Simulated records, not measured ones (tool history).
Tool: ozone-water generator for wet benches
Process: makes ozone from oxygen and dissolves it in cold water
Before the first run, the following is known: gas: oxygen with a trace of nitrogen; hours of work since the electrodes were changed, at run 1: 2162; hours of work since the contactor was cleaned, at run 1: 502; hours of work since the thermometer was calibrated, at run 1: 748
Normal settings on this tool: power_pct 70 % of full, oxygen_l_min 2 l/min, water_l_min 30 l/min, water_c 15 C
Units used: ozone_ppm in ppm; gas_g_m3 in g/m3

| run | hour | power_pct | oxygen_l_min | water_l_min | water_c | hours of work since the electrodes were changed | hours of work since the contactor was cleaned | hours of work since the thermometer was calibrated | ozone_ppm | gas_g_m3 |
|---|---|---|---|---|---|---|---|---|---|---|
| 1 | 0 | 70 | 2 | 30 | 15 | 2162 | 502 | 748 | 9 | 209.3 |
| 2 | 95.2 | 70 | 2 | 30 | 15 | 2236 | 576 | 823 | 9.2 | 207.8 |
| 3 | 238.9 | 70 | 2 | 20 | 15 | 2349 | 689 | 935 | 13.8 | 206.2 |
| 4 | 335.5 | 70 | 2 | 20 | 15 | 2424 | 764 | 1011 | 13.5 | 205.8 |
| 5 | 471.2 | 70 | 2 | 20 | 15 | 2530 | 870 | 1117 | 13.5 | 204.4 |
| 6 | 583.9 | 70 | 2 | 30 | 15 | 2619 | 959 | 1205 | 8.8 | 201.7 |
| 7 | 723.4 | 70 | 2 | 30 | 15 | 2728 | 1068 | 1314 | 8.8 | 201.7 |
| 8 | 853.4 | 70 | 2 | 23 | 15 | 2829 | 1170 | 1416 | 11.4 | 199.2 |
| 9 | 918.8 | 70 | 2 | 23 | 15 | 2881 | 1221 | 1467 | 11.4 | 200.9 |
| 10 | 1006.6 | 70 | 1.84 | 30 | 15 | 2949 | 1289 | 1536 | 8.2 | 206.6 |
| 11 | 1131.7 | 59 | 1.84 | 30 | 15 | 3047 | 1387 | 1634 | 7.3 | 182.9 |
| 12 | 1202.7 | 70 | 2 | 21 | 15 | 3103 | 1443 | 1689 | 12.2 | 197.7 |
| 13 | 1309.1 | 70 | 2 | 21 | 15 | 3186 | 1526 | 1773 | 12.3 | 196.7 |
| 14 | 1400.5 | 70 | 2 | 30 | 15 | 3258 | 1598 | 1844 | 8.4 | 195.6 |
| 15 | 1532.9 | 77 | 2 | 34 | 15 | 3361 | 1701 | 1948 | 7.8 | 208.3 |
| 16 | 1612.2 | 77 | 2 | 34 | 15 | 3423 | 1763 | 2010 | 7.6 | 203.6 |
| 17 | 1703.1 | 62 | 3.04 | 30 | 15 | 3494 | 1835 | 2081 | 9.1 | 151.3 |
| 18 | 1844 | 62 | 3.04 | 30 | 10 | 3605 | 1945 | 2191 | 9.1 | 147.6 |
| 19 | 1974.7 | 47 | 2.3 | 27 | 10 | 3707 | 2047 | 2294 | 7.7 | 139.6 |
| 20 | 2047.7 | 47 | 1.05 | 27 | 13 | 3764 | 2104 | 2351 | 5.4 | 189.8 |
| 21 | 2190.1 | 47 | 1.05 | 27 | 13 | 3876 | 2216 | 2462 | 5.3 | 189.6 |
| 22 | 2253.8 | 47 | 1.05 | 47 | 13 | 3925 | 2266 | 2512 | 2.5 | 191.7 |
| 23 | 2315.9 | 47 | 1.05 | 47 | 13 | 3974 | 2314 | 2561 | 2.7 | 188.6 |
| 24 | 2399 | 70 | 3.2 | 30 | 19 | 4039 | 2379 | 2626 | 9.3 | 153.9 |
| 25 | 2504.4 | 70 | 1.04 | 30 | 19 | 4122 | 2462 | 2708 | 5.9 | 242.9 |
| 26 | 2614.5 | 70 | 1.92 | 25 | 9 | 4208 | 2548 | 2794 | 9.9 | 187.3 |
| 27 | 2712.6 | 70 | 1.92 | 25 | 9 | 4285 | 2625 | 2871 | 9.7 | 185.1 |
| 28 | 2829.1 | 44 | 2.38 | 20 | 13 | 4376 | 2716 | 2962 | 9.8 | 126.3 |

Some steps in ozone_ppm between neighbouring runs. How much of each would the tool show without its hidden state too (settings, what came in, random variation), and how much is left for the hidden state, with any gauge scatter that isn't in both results?
Hidden conditions of the tool in this case: yield of the discharge, % of new electrodes'; contactor's efficiency, % of a clean one's; true water temperature over the reading, C; drift of the gauge itself on ozone_ppm, %; drift of the gauge itself on gas_g_m3, %.
Run 11 -> 12: power_pct 59 -> 70, oxygen_l_min 1.84 -> 2, water_l_min 30 -> 21. ozone_ppm +4.9 ppm: hidden state -1.3, all else +6.2.
Run 23 -> 24: power_pct 47 -> 70, oxygen_l_min 1.05 -> 3.2, water_l_min 47 -> 30, water_c 13 -> 19. ozone_ppm +6.6 ppm: hidden state -2.2, all else +8.8.
